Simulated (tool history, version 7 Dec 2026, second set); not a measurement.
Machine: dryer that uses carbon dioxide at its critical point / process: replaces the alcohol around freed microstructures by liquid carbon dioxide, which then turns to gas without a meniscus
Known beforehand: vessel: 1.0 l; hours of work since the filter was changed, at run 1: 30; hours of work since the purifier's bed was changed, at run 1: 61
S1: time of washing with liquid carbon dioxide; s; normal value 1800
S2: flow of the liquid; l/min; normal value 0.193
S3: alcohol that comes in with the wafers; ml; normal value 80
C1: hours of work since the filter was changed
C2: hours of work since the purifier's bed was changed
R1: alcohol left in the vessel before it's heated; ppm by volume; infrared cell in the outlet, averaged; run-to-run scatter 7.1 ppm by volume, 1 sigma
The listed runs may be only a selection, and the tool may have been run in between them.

Run 1, day 0.000: usual settings; C1 30; C2 61. Result: R1 381 ppm by volume.
Run 2, day 0.696: usual settings; C1 39; C2 69. Result: R1 399 ppm by volume.
Run 3, day 1.838: usual settings; C1 53; C2 83. Result: R1 417 ppm by volume.
Run 4, day 3.429: usual settings; C1 72; C2 103. Result: R1 436 ppm by volume.
Run 5, day 4.592: usual settings; C1 87; C2 117. Result: R1 467 ppm by volume.
Run 6, day 6.175: usual settings; C1 106; C2 137. Result: R1 511 ppm by volume.
Run 7, day 7.788: usual settings but S3 42 ml; C1 126; C2 157. Result: R1 295 ppm by volume.
Run 8, day 8.883: usual settings but S3 42 ml; C1 139; C2 170. Result: R1 306 ppm by volume.
Run 9, day 9.579: usual settings but S3 88 ml; C1 148; C2 179. Result: R1 615 ppm by volume.
Run 10, day 11.096: usual settings but S3 88 ml; C1 167; C2 197. Result: R1 650 ppm by volume.
At day 12.171: inlet filter changed.
Run 11, day 12.421: usual settings but S3 88 ml; C1 3; C2 213. Result: R1 408 ppm by volume.
Run 12, day 13.650: usual settings but S1 2700 s; C1 18; C2 228. Result: R1 50 ppm by volume.
Run 13, day 15.029: usual settings but S1 2700 s; C1 35; C2 245. Result: R1 67 ppm by volume.
Run 14, day 15.883: usual settings; C1 46; C2 256. Result: R1 450 ppm by volume.
Run 15, day 17.233: usual settings; C1 62; C2 272. Result: R1 460 ppm by volume.
Run 16, day 18.662: usual settings; C1 80; C2 290. Result: R1 477 ppm by volume.
Run 17, day 19.950: usual settings but S3 90 ml; C1 96; C2 306. Result: R1 570 ppm by volume.
Run 18, day 20.662: usual settings but S3 90 ml; C1 105; C2 314. Result: R1 580 ppm by volume.
Run 19, day 21.829: usual settings but S3 90 ml; C1 119; C2 329. Result: R1 607 ppm by volume.
Run 20, day 22.971: usual settings but S3 90 ml; C1 133; C2 343. Result: R1 632 ppm by volume.
Run 21, day 24.204: usual settings but S3 90 ml; C1 148; C2 358. Result: R1 672 ppm by volume.
Run 22, day 25.212: usual settings but S3 90 ml; C1 160; C2 370. Result: R1 695 ppm by volume.
Run 23, day 26.146: usual settings; C1 172; C2 382. Result: R1 661 ppm by volume.
At day 26.858: inlet filter changed.
Run 24, day 26.996: usual settings but S1 1320 s, S2 0.120 l/min; C1 2; C2 392. Result: R1 6375 ppm by volume.
Run 25, day 28.321: usual settings but S1 1320 s, S2 0.120 l/min; C1 18; C2 408. Result: R1 6575 ppm by volume.
Run 26, day 29.867: usual settings but S3 59 ml; C1 37; C2 427. Result: R1 351 ppm by volume.
Run 27, day 31.050: usual settings but S3 59 ml; C1 52; C2 442. Result: R1 374 ppm by volume.
Run 28, day 32.546: usual settings but S3 59 ml; C1 70; C2 460. Result: R1 377 ppm by volume.
Run 29, day 33.562: usual settings but S3 57 ml; C1 83; C2 473. Result: R1 395 ppm by volume.
Run 30, day 34.583: usual settings but S1 2700 s, S3 57 ml; C1 95; C2 485. Result: R1 86 ppm by volume.
Run 31, day 36.108: usual settings but S1 2700 s, S3 57 ml; C1 114; C2 504. Result: R1 91 ppm by volume.
Run 32, day 37.688: usual settings but S2 0.117 l/min, S3 75 ml; C1 133; C2 523. Result: R1 3296 ppm by volume.
Run 33, day 38.512: usual settings but S2 0.117 l/min, S3 75 ml; C1 143; C2 534. Result: R1 3400 ppm by volume.
Run 34, day 39.942: usual settings but S1 1500 s, S2 0.243 l/min; C1 161; C2 551. Result: R1 555 ppm by volume.
Run 35, day 41.217: usual settings but S1 1320 s, S2 0.260 l/min, S3 31 ml; C1 177; C2 567. Result: R1 348 ppm by volume.
At day 41.492: inlet filter changed.
Run 36, day 41.929: usual settings but S1 1320 s, S2 0.222 l/min, S3 27 ml; C1 5; C2 575. Result: R1 358 ppm by volume.
Run 37, day 43.438: usual settings but S2 0.276 l/min, S3 89 ml; C1 24; C2 594. Result: R1 140 ppm by volume.
Run 38, day 44.529: usual settings but S2 0.276 l/min, S3 89 ml; C1 37; C2 607. Result: R1 130 ppm by volume.
Run 39, day 45.321: usual settings but S1 2580 s, S2 0.155 l/min, S3 34 ml; C1 47; C2 617. Result: R1 154 ppm by volume.
Run 40, day 46.888: usual settings but S1 2340 s, S2 0.129 l/min, S3 103 ml; C1 66; C2 636. Result: R1 1077 ppm by volume.
Run 41, day 48.308: usual settings but S2 0.166 l/min, S3 36 ml; C1 84; C2 654. Result: R1 485 ppm by volume.
Run 42, day 49.479: usual settings but S1 2820 s, S2 0.158 l/min, S3 40 ml; C1 98; C2 668. Result: R1 141 ppm by volume.
Run 43, day 51.062: usual settings but S1 2820 s, S2 0.158 l/min, S3 40 ml; C1 118; C2 688. Result: R1 154 ppm by volume.
Run 44, day 52.004: usual settings but S1 2820 s, S2 0.158 l/min, S3 40 ml; C1 129; C2 699. Result: R1 152 ppm by volume.
Run 45, day 53.583: usual settings but S1 2820 s, S2 0.158 l/min, S3 40 ml; C1 149; C2 719. Result: R1 159 ppm by volume.
Run 46, day 55.092: usual settings but S1 1320 s, S2 0.127 l/min, S3 64 ml; C1 167; C2 737. Result: R1 5757 ppm by volume.

Branching from run 46: 4 alternative next runs. What would each branch give?
At day 56.121: inlet filter changed.
Run A, day 56.358: usual settings but S1 2220 s, S2 0.127 l/min, S3 46 ml; C1 3; C2 752. Result: R1 ?.
At day 56.121: inlet filter changed.
Run B, day 56.358: usual settings but S2 0.144 l/min, S3 37 ml; C1 3; C2 752. Result: R1 ?.
At day 56.121: inlet filter changed.
Run C, day 56.358: usual settings but S3 22 ml; C1 3; C2 752. Result: R1 ?.
At day 56.121: inlet filter changed.
Run D, day 56.358: usual settings but S1 1080 s, S2 0.165 l/min, S3 48 ml; C1 3; C2 752. Result: R1 ?.

run    R1
  A   608
  B   712
  C   207
  D  2945
What these runs would have given with no unlogged condition in the tool:
run    R1
  A   488
  B   588
  C   101
  D  2770
